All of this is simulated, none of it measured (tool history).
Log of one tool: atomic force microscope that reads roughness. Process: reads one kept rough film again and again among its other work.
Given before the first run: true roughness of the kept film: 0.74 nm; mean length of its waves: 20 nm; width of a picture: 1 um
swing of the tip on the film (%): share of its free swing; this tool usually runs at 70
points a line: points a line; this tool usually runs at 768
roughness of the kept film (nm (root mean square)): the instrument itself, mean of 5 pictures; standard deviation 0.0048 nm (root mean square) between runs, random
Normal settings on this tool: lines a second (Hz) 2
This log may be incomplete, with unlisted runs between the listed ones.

run     day  lines a second (Hz)  swing of the tip on the film (%)  points a line  roughness of the kept film (nm (root mean square))
  1       0                    2                                70            768                                               0.661
  2   0.438                    2                                70            768                                                0.66
  3   1.104                    2                                70            768                                               0.656
  4   1.538                    2                                70            263                                               0.638
  5   2.012                    2                                70            263                                               0.634
  6   2.629                 0.79                                70            768                                               0.682
  7   3.029                 0.79                                70            768                                               0.685
  8   3.404                    2                                70            768                                                0.65
  9   3.846                    2                                70            768                                               0.656
 10   4.275                    2                                70            768                                               0.659
 11   4.792                    2                                70            768                                               0.656
 12    5.35                    2                                70            768                                               0.646
 13   5.767                    2                                70            768                                               0.663
 14    6.25                    2                                70            768                                               0.655
 15   6.654                    2                                70            367                                               0.649
 16   7.029                    2                                70            409                                               0.659
 17   7.512                    2                                70            409                                                0.65
 18   7.862                    2                                70            409                                               0.652
 19   8.354                 0.65                                68            288                                               0.674
 20   8.929                 0.65                                68            288                                               0.672
 21   9.346                 0.73                                68            330                                               0.676
 22   9.992                 1.71                                74            711                                               0.657
     10.071  -- new tip fitted
 23    10.5                 1.85                                62            768                                               0.679
 24  10.788                 3.17                                79            768                                               0.602
 25  11.371                 3.17                                79            768                                               0.606
 26  11.842                 3.99                                72            403                                               0.607
 27  12.196                  0.6                                72            995                                               0.686
 28  12.796                  0.6                                72            995                                               0.682
 29  13.325                  0.6                                72            995                                               0.689
 30  13.808                  0.6                                72            995                                               0.689
 31  14.142                 3.97                                75            422                                               0.602
 32  14.442                 2.06                                61            768                                               0.673

Run 33 has not been measured yet. What should we expect?
 33  14.854                 2.06                                61            768                                                   ?

Run 33 measured roughness of the kept film (nm (root mean square)) 0.669.
Had the tool carried no hidden state, the very same run would have given roughness of the kept film (nm (root mean square)) 0.671.
